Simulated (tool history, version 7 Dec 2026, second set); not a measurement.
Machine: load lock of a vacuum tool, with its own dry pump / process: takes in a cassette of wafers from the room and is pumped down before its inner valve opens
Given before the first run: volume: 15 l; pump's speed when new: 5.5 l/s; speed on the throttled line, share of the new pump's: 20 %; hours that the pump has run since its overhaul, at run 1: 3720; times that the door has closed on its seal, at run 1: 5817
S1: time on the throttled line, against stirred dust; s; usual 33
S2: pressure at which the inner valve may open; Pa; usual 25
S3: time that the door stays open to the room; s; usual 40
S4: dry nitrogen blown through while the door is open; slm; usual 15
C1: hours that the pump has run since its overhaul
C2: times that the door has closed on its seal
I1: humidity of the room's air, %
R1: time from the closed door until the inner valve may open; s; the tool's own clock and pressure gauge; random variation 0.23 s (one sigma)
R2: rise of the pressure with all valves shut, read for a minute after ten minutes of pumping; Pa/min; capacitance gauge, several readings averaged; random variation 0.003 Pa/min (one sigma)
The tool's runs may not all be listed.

run	hour	S1	S2	S3	S4	C1	C2	I1	R1	R2
1	0	33	25	40	15	3720	5817	44.3	49.1	0.045
2	146.2	33	25	40	15	3866	6502	44.6	49.3	0.043
3	295.4	33	25	40	15	4015	7201	44.6	49.6	0.052
4	385.7	33	25	40	15	4106	7623	43.8	49.2	0.056
5	531.1	61	25	40	15	4251	8304	46.4	71.6	0.058
6	645.1	61	25	40	15	4365	8838	43.1	72.2	0.063
7	764.3	61	25	40	15	4484	9396	45.8	71.6	0.058
8	917.1	61	25	40	15	4637	10112	46.9	72.3	0.066
9	1065.5	40	25	40	15	4786	10807	42.2	54.8	0.062
10	1184.4	33	25	40	15	4904	11364	46.2	49.7	0.062
11	1247.7	33	25	40	15	4968	11660	45	49.7	0.07
12	1397.9	33	29	40	15	5118	12364	44	49.4	0.076
13	1479.3	31	42	40	5	5199	12745	45.8	46.6	0.091
14	1608.6	31	42	40	5	5329	13350	44.1	46.7	0.087
15	1714	31	42	40	9	5434	13844	45.3	46.5	0.078
16	1793.7	53	36	191	41	5514	14217	42.4	64.5	0.075
17	1943.3	53	42	77	30	5663	14918	42.7	63.9	0.073
18	2033.7	53	42	77	30	5754	15342	45.1	64.2	0.077
19	2163.2	44	42	36	11	5883	15948	48.1	57.1	0.091
20	2311.5	44	42	36	11	6032	16642	47.7	57.1	0.095
21	2444.9	33	30	139	7	6165	17267	46.4	49.6	0.124
22	2571.6	33	30	139	7	6292	17860	44.1	49.2	0.127
23	2648.4	33	26	55	34	6368	18220	41.3	49.9	0.09
24	2779.6	33	26	55	34	6500	18835	44.1	49.5	0.092

4 options for the next run, each taken on its own from the tool as it stands now. Forecast them:
A	2848.8	33	26	85	34	6569	19159	44	?	?
B	2848.8	33	26	53	34	6569	19159	41.7	?	?
C	2848.8	16	25	230	13	6569	19159	45.2	?	?
D	2848.8	20	25	40	15	6569	19159	41.8	?	?

run	R1	R2
A	49.8	0.099
B	49.7	0.092
C	36.7	0.136
D	39.4	0.096
Without the tool's unlogged condition, the same runs would have read:
run	R1	R2
A	49.1	0.029
B	49	0.022
C	35.8	0.065
D	38.5	0.026
